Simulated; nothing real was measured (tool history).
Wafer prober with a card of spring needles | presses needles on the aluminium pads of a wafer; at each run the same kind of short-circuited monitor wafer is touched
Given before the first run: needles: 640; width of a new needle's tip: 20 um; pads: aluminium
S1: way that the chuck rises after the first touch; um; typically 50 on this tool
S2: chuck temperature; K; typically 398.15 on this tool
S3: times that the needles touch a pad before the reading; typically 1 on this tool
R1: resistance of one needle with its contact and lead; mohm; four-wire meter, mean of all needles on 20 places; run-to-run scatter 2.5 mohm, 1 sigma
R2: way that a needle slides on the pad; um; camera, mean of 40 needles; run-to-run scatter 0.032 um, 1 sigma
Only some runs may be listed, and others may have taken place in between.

run,hour,S1,S2,S3,R1,R2
1,0,50,398.15,1,283,6.65
# hour 6.2: tips cleaned on abrasive film
# hour 22.4: tips cleaned on abrasive film
2,34,50,398.15,1,285,6.6
# hour 39.3: tips cleaned on abrasive film
# hour 56.4: tips cleaned on abrasive film
# hour 72.5: tips cleaned on abrasive film
3,74,50,398.15,1,284,6.6
# hour 87.8: tips cleaned on abrasive film
4,97.4,50,398.15,1,285,6.57
# hour 104.1: tips cleaned on abrasive film
# hour 118.4: height of the first contact set anew
# hour 121.5: tips cleaned on abrasive film
5,123.7,50,398.15,1,283,6.63
# hour 137.9: tips cleaned on abrasive film
# hour 153.8: tips cleaned on abrasive film
6,160.7,50,398.15,1,289,6.65
# hour 171.2: tips cleaned on abrasive film
7,185.4,50,398.15,1,287,6.62
# hour 188.1: tips cleaned on abrasive film
# hour 204.7: tips cleaned on abrasive film
# hour 220.6: tips cleaned on abrasive film
8,220.6,50,398.15,1,285,6.59
# hour 237.1: tips cleaned on abrasive film
# hour 252.3: tips cleaned on abrasive film
# hour 267.7: tips cleaned on abrasive film
9,268.1,50,398.15,1,278,6.6
# hour 282.7: tips cleaned on abrasive film
10,294.3,50,398.15,1,281,6.61
# hour 298: tips cleaned on abrasive film
# hour 314.4: tips cleaned on abrasive film
11,320.1,50,398.15,1,285,6.64
# hour 331.9: tips cleaned on abrasive film
# hour 347.9: tips cleaned on abrasive film
12,349.9,50,398.15,1,288,6.56
# hour 366: tips cleaned on abrasive film
# hour 382.7: tips cleaned on abrasive film
13,395.4,32,368.15,2,294,4.2
# hour 399.1: tips cleaned on abrasive film
# hour 416.4: tips cleaned on abrasive film
14,429.8,32,368.15,2,296,4.23
# hour 433.5: tips cleaned on abrasive film
# hour 450.6: tips cleaned on abrasive film
# hour 453.2: height of the first contact set anew
15,461.5,32,368.15,2,295,4.15
# hour 468.1: tips cleaned on abrasive film
# hour 484.7: tips cleaned on abrasive film
16,492.5,51,398.15,3,288,6.65
# hour 501.3: tips cleaned on abrasive film
# hour 517.1: tips cleaned on abrasive film
17,524.9,51,398.15,3,284,6.71
# hour 535.2: tips cleaned on abrasive film
# hour 551.7: tips cleaned on abrasive film
18,557,53,304.15,2,251,6.94
# hour 567.2: tips cleaned on abrasive film
# hour 585.5: tips cleaned on abrasive film
19,596.1,62,305.15,1,252,8.12
# hour 601: tips cleaned on abrasive film
# hour 617: tips cleaned on abrasive film
# hour 632.6: tips cleaned on abrasive film
20,632.6,44,305.15,1,258,5.72
# hour 649.3: tips cleaned on abrasive film
21,662.9,44,305.15,1,262,5.69
# hour 665.1: tips cleaned on abrasive film
# hour 682.8: tips cleaned on abrasive film
# hour 698: tips cleaned on abrasive film
22,707.9,44,386.15,2,286,5.77
# hour 714.6: tips cleaned on abrasive film
# hour 729.3: tips cleaned on abrasive film
# hour 745.2: tips cleaned on abrasive film
23,746.2,44,386.15,2,285,5.65
# hour 762: tips cleaned on abrasive film
# hour 778.8: tips cleaned on abrasive film
# hour 788.9: height of the first contact set anew
24,791,50,300.15,1,252,6.5

Each run again, without the hidden state but with its own random variation kept:
The tool's hidden condition here consists of: debris on the tips, nm; way that the needles fall short of the set height, um; tips' diameter, um; drift of the gauge itself on contact_mohm, %; drift of the gauge itself on scrub_um, %.
run,R2
1,6.65
2,6.6
3,6.62
4,6.59
5,6.66
6,6.68
7,6.66
8,6.64
9,6.66
10,6.68
11,6.71
12,6.63
13,4.26
14,4.29
15,4.21
16,6.75
17,6.83
18,7.06
19,8.28
20,5.84
21,5.81
22,5.91
23,5.79
24,6.67
R1: within 1 mohm of the measured result in every run.

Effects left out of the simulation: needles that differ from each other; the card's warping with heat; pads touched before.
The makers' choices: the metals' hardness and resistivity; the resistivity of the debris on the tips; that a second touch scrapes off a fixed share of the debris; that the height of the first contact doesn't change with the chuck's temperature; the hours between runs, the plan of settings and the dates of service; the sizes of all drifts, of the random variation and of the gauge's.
